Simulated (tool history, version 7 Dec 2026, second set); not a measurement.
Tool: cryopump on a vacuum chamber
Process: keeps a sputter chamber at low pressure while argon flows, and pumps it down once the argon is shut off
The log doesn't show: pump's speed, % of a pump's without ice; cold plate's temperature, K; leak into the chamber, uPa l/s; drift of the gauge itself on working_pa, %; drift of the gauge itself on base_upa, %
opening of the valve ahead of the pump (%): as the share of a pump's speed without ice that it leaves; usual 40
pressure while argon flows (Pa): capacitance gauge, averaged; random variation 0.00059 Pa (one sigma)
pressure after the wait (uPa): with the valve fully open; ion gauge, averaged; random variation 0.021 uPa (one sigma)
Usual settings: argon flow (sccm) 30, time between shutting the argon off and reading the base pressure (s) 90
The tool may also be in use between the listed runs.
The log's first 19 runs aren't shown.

run     day  argon flow (sccm)  time between shutting the argon off and reading the base pressure (s)  opening of the valve ahead of the pump (%)  hours of work since the pump was warmed up and emptied  hours of work since the cold head was overhauled  hours of work since the chamber's fittings were tightened  pressure while argon flows (Pa)  pressure after the wait (uPa)
 20  25.196                 17                                                                    294                                          43                                                      40                                              1304                                                       1015                           0.0414                           0.87
 21  26.296                 13                                                                    220                                          27                                                      58                                              1322                                                       1033                           0.0514                           0.89
 22  27.104                 13                                                                    220                                          27                                                      71                                              1335                                                       1046                           0.0514                           0.94
 23  28.804                 38                                                                     38                                          40                                                      99                                              1363                                                       1074                           0.1041                           1.47
 24  29.779                 58                                                                    286                                          40                                                     115                                              1379                                                       1090                             0.16                           0.97
 25  30.612                 58                                                                    286                                          40                                                     128                                              1393                                                       1103                           0.1616                           0.98
 26   31.35                 28                                                                     90                                          17                                                     140                                              1405                                                       1115                           0.1785                           1.19
 27   32.65                 21                                                                     36                                          17                                                     162                                              1426                                                       1137                           0.1339                           1.57
 28   33.65                 21                                                                     36                                          17                                                     178                                              1442                                                       1153                           0.1354                           1.63
 29  34.696                 21                                                                     36                                          17                                                     195                                              1459                                                       1170                           0.1337                           1.62
 30  36.417                 35                                                                    113                                          29                                                     223                                              1487                                                       1198                           0.1371                           1.27
 31  37.288                 19                                                                    231                                          40                                                     237                                              1502                                                       1212                           0.0552                           1.18
 32  38.383                 30                                                                     48                                          54                                                     255                                              1519                                                       1230                           0.0696                           1.65
 33  39.962                 30                                                                     48                                          54                                                     281                                              1545                                                       1256                           0.0697                           1.65
 34  40.679                 30                                                                     48                                          54                                                     293                                              1557                                                       1268                           0.0706                           1.68

3 ways to go on from here, each from the tool as it stands after run 34. What would each give?
     41.654  -- pump warmed up, emptied and cooled again
  A  42.192                 52                                                                     90                                          18                                                       9                                              1578                                                       1289                                ?                              ?
     41.654  -- pump warmed up, emptied and cooled again
  B  42.192                 30                                                                    272                                          46                                                       9                                              1578                                                       1289                                ?                              ?
     41.654  -- pump warmed up, emptied and cooled again
  C  42.192                 30                                                                     54                                          58                                                       9                                              1578                                                       1289                                ?                              ?

run  pressure while argon flows (Pa)  pressure after the wait (uPa)
  A                            0.304                           1.15
  B                           0.0682                           0.95
  C                           0.0549                           1.28
Without the tool's hidden state the same runs would have given:
run  pressure while argon flows (Pa)  pressure after the wait (uPa)
  A                           0.3029                           0.43
  B                           0.0676                           0.24
  C                           0.0542                           0.56
